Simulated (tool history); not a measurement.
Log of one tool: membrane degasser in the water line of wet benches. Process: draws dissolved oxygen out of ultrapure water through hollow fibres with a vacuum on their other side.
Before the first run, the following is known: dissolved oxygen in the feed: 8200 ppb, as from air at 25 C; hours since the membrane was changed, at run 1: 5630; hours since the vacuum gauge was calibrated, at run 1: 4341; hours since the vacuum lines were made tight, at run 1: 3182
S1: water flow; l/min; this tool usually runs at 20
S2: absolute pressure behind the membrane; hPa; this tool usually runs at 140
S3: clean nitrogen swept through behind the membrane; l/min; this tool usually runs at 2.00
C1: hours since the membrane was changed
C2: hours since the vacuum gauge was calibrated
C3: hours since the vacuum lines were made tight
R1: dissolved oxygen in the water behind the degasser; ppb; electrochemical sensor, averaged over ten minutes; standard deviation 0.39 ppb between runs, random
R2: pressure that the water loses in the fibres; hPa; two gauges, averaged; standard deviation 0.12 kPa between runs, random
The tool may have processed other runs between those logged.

Run 1, hour 0.0: usual settings; C1 5630; C2 4341; C3 3182. Result: R1 257.9 ppb, R2 349.2 hPa.
Run 2, hour 100.4: usual settings; C1 5731; C2 4442; C3 3283. Result: R1 257.5 ppb, R2 349.7 hPa.
Run 3, hour 241.0: usual settings; C1 5871; C2 4582; C3 3423. Result: R1 258.0 ppb, R2 349.9 hPa.
Run 4, hour 358.0: usual settings; C1 5988; C2 4699; C3 3540. Result: R1 258.5 ppb, R2 350.5 hPa.
Run 5, hour 475.0: usual settings but S2 96 hPa; C1 6105; C2 4816; C3 3657. Result: R1 158.6 ppb, R2 348.3 hPa.
Run 6, hour 548.1: usual settings but S2 96 hPa; C1 6178; C2 4889; C3 3730. Result: R1 158.2 ppb, R2 350.2 hPa.
Run 7, hour 693.6: usual settings but S2 96 hPa; C1 6324; C2 5035; C3 3876. Result: R1 158.7 ppb, R2 349.7 hPa.
Run 8, hour 821.1: usual settings but S2 96 hPa; C1 6451; C2 5162; C3 4003. Result: R1 158.8 ppb, R2 350.4 hPa.
Run 9, hour 922.6: usual settings but S2 96 hPa; C1 6553; C2 5264; C3 4105. Result: R1 158.7 ppb, R2 351.0 hPa.
Run 10, hour 1094.6: usual settings but S3 5.74 l/min; C1 6725; C2 5436; C3 4277. Result: R1 100.1 ppb, R2 349.8 hPa.
Run 11, hour 1216.1: usual settings but S2 214 hPa, S3 5.74 l/min; C1 6847; C2 5557; C3 4398. Result: R1 162.6 ppb, R2 350.3 hPa.
Run 12, hour 1349.9: usual settings but S2 214 hPa, S3 5.74 l/min; C1 6980; C2 5691; C3 4532. Result: R1 162.4 ppb, R2 350.8 hPa.
Run 13, hour 1524.8: usual settings but S2 214 hPa, S3 5.74 l/min; C1 7155; C2 5866; C3 4707. Result: R1 162.8 ppb, R2 349.5 hPa.
Run 14, hour 1628.3: usual settings but S2 274 hPa, S3 5.74 l/min; C1 7259; C2 5969; C3 4811. Result: R1 212.1 ppb, R2 350.8 hPa.
At hour 1766.6: seals of the vacuum lines changed.
Run 15, hour 1766.6: usual settings but S2 274 hPa, S3 5.74 l/min; C1 7395; C2 6106; C3 0. Result: R1 209.4 ppb, R2 352.2 hPa.
Run 16, hour 1907.4: usual settings but S2 274 hPa, S3 5.74 l/min; C1 7536; C2 6247; C3 141. Result: R1 210.1 ppb, R2 350.3 hPa.
Run 17, hour 2019.9: usual settings but S2 274 hPa, S3 5.74 l/min; C1 7648; C2 6359; C3 253. Result: R1 210.0 ppb, R2 352.8 hPa.
Run 18, hour 2151.9: usual settings but S2 121 hPa, S3 3.63 l/min; C1 7780; C2 6491; C3 385. Result: R1 125.7 ppb, R2 351.8 hPa.
Run 19, hour 2299.6: usual settings but S1 19 l/min, S2 272 hPa, S3 0.96 l/min; C1 7928; C2 6639; C3 533. Result: R1 961.2 ppb, R2 334.8 hPa.
Run 20, hour 2385.0: usual settings but S1 19 l/min, S2 272 hPa, S3 0.96 l/min; C1 8013; C2 6724; C3 618. Result: R1 958.8 ppb, R2 337.2 hPa.
At hour 2502.8: vacuum gauge calibrated.
Run 21, hour 2550.1: usual settings but S1 19 l/min, S2 272 hPa, S3 0.96 l/min; C1 8178; C2 47; C3 783. Result: R1 952.5 ppb, R2 336.2 hPa.
Run 22, hour 2711.1: usual settings but S2 183 hPa; C1 8339; C2 208; C3 944. Result: R1 348.3 ppb, R2 352.7 hPa.
Run 23, hour 2811.5: usual settings but S1 30 l/min, S2 334 hPa; C1 8439; C2 309; C3 1044. Result: R1 944.3 ppb, R2 530.9 hPa.
Run 24, hour 2897.1: usual settings but S2 233 hPa, S3 1.95 l/min; C1 8525; C2 394; C3 1130. Result: R1 467.7 ppb, R2 353.3 hPa.
Run 25, hour 3005.5: usual settings but S2 233 hPa, S3 1.95 l/min; C1 8633; C2 503; C3 1238. Result: R1 467.6 ppb, R2 353.1 hPa.
Run 26, hour 3183.2: usual settings but S2 233 hPa, S3 1.95 l/min; C1 8811; C2 680; C3 1416. Result: R1 468.0 ppb, R2 353.6 hPa.
Run 27, hour 3352.1: usual settings but S2 168 hPa; C1 8980; C2 849; C3 1585. Result: R1 318.0 ppb, R2 356.2 hPa.
Run 28, hour 3495.5: usual settings but S2 168 hPa; C1 9123; C2 993; C3 1728. Result: R1 317.4 ppb, R2 354.9 hPa.
Run 29, hour 3616.4: usual settings but S1 16 l/min, S2 258 hPa, S3 1.05 l/min; C1 9244; C2 1114; C3 1849. Result: R1 730.9 ppb, R2 284.2 hPa.
Run 30, hour 3793.8: usual settings but S1 16 l/min, S2 104 hPa; C1 9422; C2 1291; C3 2027. Result: R1 140.2 ppb, R2 285.1 hPa.
Run 31, hour 3945.7: usual settings but S1 16 l/min, S3 2.13 l/min; C1 9574; C2 1443; C3 2179. Result: R1 195.5 ppb, R2 283.4 hPa.
Run 32, hour 4033.7: usual settings but S1 16 l/min, S2 262 hPa, S3 1.71 l/min; C1 9662; C2 1531; C3 2267. Result: R1 488.3 ppb, R2 283.7 hPa.
Run 33, hour 4192.5: usual settings but S1 16 l/min, S2 262 hPa, S3 1.71 l/min; C1 9820; C2 1690; C3 2425. Result: R1 488.2 ppb, R2 284.8 hPa.

Here are 3 independent what-if runs from the current tool condition. What would each one return?
Run A, hour 4346.0: usual settings but S1 16 l/min, S2 170 hPa, S3 0.91 l/min; C1 9974; C2 1843; C3 2579. Result: R1 ?, R2 ?.
Run B, hour 4346.0: usual settings but S1 24 l/min, S2 332 hPa, S3 1.95 l/min; C1 9974; C2 1843; C3 2579. Result: R1 ?, R2 ?.
Run C, hour 4346.0: usual settings but S1 16 l/min, S2 314 hPa, S3 1.23 l/min; C1 9974; C2 1843; C3 2579. Result: R1 ?, R2 ?.

run     R1     R2
  A  522.6  284.3
  B  794.2  428.4
  C  782.3  284.0
The same runs, with their run-to-run variation unchanged, on a tool lacking any hidden condition would have given:
run     R1     R2
  A  520.3  270.0
  B  790.0  407.0
  C  778.7  269.7

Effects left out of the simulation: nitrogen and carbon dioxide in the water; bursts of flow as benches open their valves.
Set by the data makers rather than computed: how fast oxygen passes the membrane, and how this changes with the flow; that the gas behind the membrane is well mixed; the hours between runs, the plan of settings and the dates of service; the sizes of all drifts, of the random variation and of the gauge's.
